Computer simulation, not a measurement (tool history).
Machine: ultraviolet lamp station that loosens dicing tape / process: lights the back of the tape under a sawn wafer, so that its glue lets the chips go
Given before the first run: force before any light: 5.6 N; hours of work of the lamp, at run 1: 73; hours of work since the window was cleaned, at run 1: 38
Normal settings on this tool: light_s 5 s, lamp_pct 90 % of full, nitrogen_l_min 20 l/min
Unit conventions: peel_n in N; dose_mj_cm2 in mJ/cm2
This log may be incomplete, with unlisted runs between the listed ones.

run	hour	light_s	lamp_pct	nitrogen_l_min	hours of work of the lamp	hours of work since the window was cleaned	peel_n	dose_mj_cm2
1	0.0	5	90	20	73	38	0.236	626
2	8.7	5	90	20	76	42	0.229	630
3	27.0	5	90	20	84	50	0.260	616
4	36.5	5	90	20	89	54	0.257	617
5	47.5	5	90	37	93	59	0.196	625
6	56.1	5	90	37	97	63	0.206	619
7	68.1	5	88	20	102	68	0.256	596
8	76.3	5	90	18	106	72	0.266	615
9	91.4	5	90	18	113	78	0.251	619
10	104.0	7	90	20	118	84	0.175	860
11	122.9	8	82	32	126	92	0.158	899
12	137.6	5	90	10	133	98	0.376	608
13	150.9	5	90	10	139	104	0.389	610
# hour 153.2: window cleaned of glue's vapour
14	167.3	6	90	15	145	6	0.214	725
15	182.0	5	77	26	152	13	0.301	520
16	193.3	7	86	20	157	18	0.180	812
17	207.3	7	86	20	163	24	0.181	806
18	221.7	10	93	30	169	30	0.157	1244
19	239.6	2	71	39	177	38	1.349	191
# hour 249.0: window cleaned of glue's vapour, once more
20	257.2	5	62	12	185	4	0.661	425

For each entry between runs, how does the tool's hidden state at the last listed run before it compare with that at the first listed run after it?
Run 13 -> run 14: window cleaned of glue's vapour (hour 153.2)
  lamp's light, % of a new lamp's: 96.9 -> 96.7; light that the window lets through, % of a clean one's: 98.1 -> 97.6
  measured minus no-state result, peel_n: +0.036 -> +0.016 N; dose_mj_cm2: -31 -> -43 mJ/cm2
Run 19 -> run 20: window cleaned of glue's vapour, once more (hour 249.0)
  lamp's light, % of a new lamp's: 96.2 -> 96.1; light that the window lets through, % of a clean one's: 97.1 -> 99.5
  measured minus no-state result, peel_n: +0.117 -> +0.053 N; dose_mj_cm2: -13 -> -20 mJ/cm2

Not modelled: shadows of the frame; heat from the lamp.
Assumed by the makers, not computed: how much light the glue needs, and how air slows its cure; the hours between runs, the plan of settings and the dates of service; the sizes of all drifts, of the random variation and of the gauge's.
